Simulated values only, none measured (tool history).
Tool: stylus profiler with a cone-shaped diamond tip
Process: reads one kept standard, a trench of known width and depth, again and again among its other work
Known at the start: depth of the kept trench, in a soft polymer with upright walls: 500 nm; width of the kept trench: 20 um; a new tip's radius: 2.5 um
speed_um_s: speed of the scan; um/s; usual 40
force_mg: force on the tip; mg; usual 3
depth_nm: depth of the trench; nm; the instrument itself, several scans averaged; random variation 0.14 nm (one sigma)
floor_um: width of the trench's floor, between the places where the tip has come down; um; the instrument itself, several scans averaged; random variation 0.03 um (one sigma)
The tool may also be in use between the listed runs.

run	hour	speed_um_s	force_mg	depth_nm	floor_um
1	0	40	3	510.63	15
2	120.8	40	3	510.77	14.92
3	251.6	40	3	510.8	14.84
4	376.8	40	3	511.05	14.68
5	443.2	40	3	511.27	14.6
# hour 456.7: height scale calibrated on a step standard
6	524.8	40	3	512.98	14.58

Forecast run 7:
7	600.3	13	1.19	?	?

depth_nm: 509.38 nm
floor_um: 14.58 um
Without the tool's hidden state the same run would have given depth_nm 504.17 nm, floor_um 16.92 um.

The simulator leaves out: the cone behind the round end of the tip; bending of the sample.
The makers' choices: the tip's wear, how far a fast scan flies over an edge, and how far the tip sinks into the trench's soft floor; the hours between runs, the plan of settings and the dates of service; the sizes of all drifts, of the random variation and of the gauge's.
